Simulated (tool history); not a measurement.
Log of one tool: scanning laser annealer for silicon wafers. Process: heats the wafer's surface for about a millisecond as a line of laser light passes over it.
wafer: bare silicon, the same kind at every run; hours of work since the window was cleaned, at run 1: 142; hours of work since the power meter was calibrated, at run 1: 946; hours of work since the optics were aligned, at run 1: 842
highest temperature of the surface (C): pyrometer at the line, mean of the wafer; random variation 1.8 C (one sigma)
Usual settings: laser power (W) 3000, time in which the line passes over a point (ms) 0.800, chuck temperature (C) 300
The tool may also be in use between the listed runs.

run	day	laser power (W)	time in which the line passes over a point (ms)	chuck temperature (C)	hours of work since the window was cleaned	hours of work since the power meter was calibrated	hours of work since the optics were aligned	highest temperature of the surface (C)
1	0.000	3000	0.800	300	142	946	842	1033
2	3.392	3000	0.800	300	192	996	892	1030
3	7.296	3000	0.800	300	250	1054	950	1022
4	10.042	3055	0.800	300	291	1095	991	1030
5	14.029	3055	0.800	300	350	1154	1050	1026
6	17.033	3055	0.800	300	395	1199	1095	1023
7	18.700	3055	0.800	300	420	1224	1120	1018
# day 21.350: optics aligned, line set to its width
8	22.721	3055	0.800	300	476	1281	20	1025
# day 22.983: window over the wafer cleaned
9	24.421	3055	0.800	339	21	1305	44	1105
10	27.638	3055	0.800	339	69	1352	92	1103
11	29.888	3055	0.800	339	103	1386	126	1098
12	32.396	3000	0.575	300	140	1423	163	925
13	34.004	3051	0.571	271	164	1447	187	904
14	36.892	3075	0.629	300	207	1490	230	968
15	40.738	3075	0.809	265	264	1547	287	1017
16	42.425	3075	0.809	265	289	1572	312	1013
17	46.396	2572	0.874	265	348	1631	371	909
18	49.562	2572	0.874	265	395	1678	418	907
19	52.238	2706	0.800	261	435	1718	458	902
20	54.408	2706	0.800	261	467	1750	490	902
# day 55.308: window over the wafer cleaned
21	57.371	2706	0.800	282	31	1793	533	952
22	61.021	2706	0.800	282	85	1848	587	949
23	62.767	3162	0.996	300	111	1874	613	1169
24	64.508	3162	0.996	317	137	1899	639	1187

3 ways to go on from here, each from the tool as it stands after run 24. What would each give?
A	66.617	2673	0.789	300	168	1931	671	?
B	66.617	3232	0.800	321	168	1931	671	?
C	66.617	2781	0.880	330	168	1931	671	?

run	highest temperature of the surface (C)
A	945
B	1113
C	1043
Without the tool's hidden state the same runs would have given:
run	highest temperature of the surface (C)
A	972
B	1145
C	1072

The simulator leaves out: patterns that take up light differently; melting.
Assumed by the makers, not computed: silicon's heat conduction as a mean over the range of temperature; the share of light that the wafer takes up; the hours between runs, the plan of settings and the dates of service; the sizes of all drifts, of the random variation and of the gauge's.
